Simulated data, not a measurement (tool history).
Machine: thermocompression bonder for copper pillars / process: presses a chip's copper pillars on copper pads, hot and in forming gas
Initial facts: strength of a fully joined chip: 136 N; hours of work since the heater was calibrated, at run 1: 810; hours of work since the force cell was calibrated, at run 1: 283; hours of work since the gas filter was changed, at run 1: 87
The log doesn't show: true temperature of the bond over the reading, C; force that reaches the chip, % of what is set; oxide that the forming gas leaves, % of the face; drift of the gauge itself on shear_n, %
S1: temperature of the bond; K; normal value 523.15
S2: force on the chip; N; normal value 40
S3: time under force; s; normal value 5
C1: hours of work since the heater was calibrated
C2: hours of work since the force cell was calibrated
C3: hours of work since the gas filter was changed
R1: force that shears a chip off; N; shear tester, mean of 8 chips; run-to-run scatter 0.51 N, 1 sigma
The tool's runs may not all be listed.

run	hour	S1	S2	S3	C1	C2	C3	R1
1	0.0	523.15	40	5	810	283	87	67.4
2	23.8	523.15	40	6	820	293	97	70.2
3	40.4	523.15	40	6	826	300	104	70.4
# hour 57.5: forming gas filter changed
4	78.4	523.15	40	5	842	315	9	74.2
5	107.3	523.15	40	5	854	327	21	72.8
6	139.1	523.15	40	5	867	340	34	71.6
7	179.8	530.15	40	5	884	357	51	76.4
8	217.9	530.15	40	5	900	373	67	75.4
9	240.3	530.15	40	5	909	383	76	74.8
10	260.1	530.15	40	5	918	391	84	74.1
11	278.5	530.15	40	5	925	399	92	73.5
12	318.5	530.15	40	5	942	415	109	71.9
# hour 322.1: forming gas filter changed
13	336.2	529.15	26	4	949	422	6	50.9
14	363.8	505.15	29	6	961	434	17	45.9
# hour 367.6: force cell calibrated
15	382.4	517.15	29	3	968	6	25	41.7
16	415.1	522.15	57	4	981	20	38	86.1
17	441.8	522.15	57	4	993	31	49	85.2
18	466.2	506.15	40	5	1003	41	59	56.0
19	493.3	523.15	40	14	1014	52	71	92.1
# hour 529.8: force cell calibrated, once more
20	531.0	523.15	46	4	1029	0	86	69.6
21	561.3	523.15	46	4	1042	13	98	69.2

Here are 3 independent what-if runs from the current tool condition. What would each one return?
A	581.4	494.15	57	6	1050	21	107	?
B	581.4	523.15	46	4	1050	21	107	?
C	581.4	539.15	40	5	1050	21	107	?

run	R1
A	64.5
B	69.0
C	78.0
With no hidden state in the tool, these same runs would have given:
run	R1
A	78.2
B	82.8
C	92.6

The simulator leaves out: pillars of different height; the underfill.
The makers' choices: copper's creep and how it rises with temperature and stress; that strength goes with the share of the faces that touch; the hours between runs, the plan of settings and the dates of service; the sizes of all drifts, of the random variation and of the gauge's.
